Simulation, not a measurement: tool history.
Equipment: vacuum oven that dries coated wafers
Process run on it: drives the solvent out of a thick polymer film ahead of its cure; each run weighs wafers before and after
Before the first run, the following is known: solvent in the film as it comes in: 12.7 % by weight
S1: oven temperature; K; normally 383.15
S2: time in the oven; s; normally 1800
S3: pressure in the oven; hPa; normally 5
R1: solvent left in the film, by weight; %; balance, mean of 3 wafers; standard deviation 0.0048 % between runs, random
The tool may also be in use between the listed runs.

run	hour	S1	S2	S3	R1
1	0	383.15	1800	5	0.845
2	33.4	375.15	1800	5	2.037
3	92.5	375.15	1800	11.58	2.193
4	122.7	375.15	1500	11.58	2.8
5	148	392.15	1800	5	0.225
6	197.8	392.15	1860	5	0.203
7	223.1	398.15	1800	5	0.092
8	284.7	383.15	1800	19.11	1.12
9	341.4	383.15	1800	19.11	1.113
10	370.5	383.15	1800	19.11	1.108
11	411	383.15	1800	19.11	1.11
12	439	383.15	1800	19.11	1.116
13	494.2	383.15	1800	19.11	1.117
14	521.1	383.15	1800	5	0.839
15	580.5	383.15	1800	5	0.842
# hour 625.8: oven's thermocouples calibrated
16	625.8	383.15	1800	5	0.841
17	682.4	383.15	1800	5	0.829
18	742.1	383.15	1800	5	0.845
19	779.6	383.15	1800	5	0.85
20	828.7	373.15	1020	5.19	4.516
21	868.5	389.15	2640	5.19	0.134
22	905.6	387.15	2400	11.76	0.343
23	947.7	387.15	1080	7.61	1.575
24	984.1	390.15	2580	12.98	0.257

Forecast run 25:
25	1019	395.15	2040	4.06	?

R1: 0.096 %
With no hidden state in the tool, this same run would have given R1 0.095 %.

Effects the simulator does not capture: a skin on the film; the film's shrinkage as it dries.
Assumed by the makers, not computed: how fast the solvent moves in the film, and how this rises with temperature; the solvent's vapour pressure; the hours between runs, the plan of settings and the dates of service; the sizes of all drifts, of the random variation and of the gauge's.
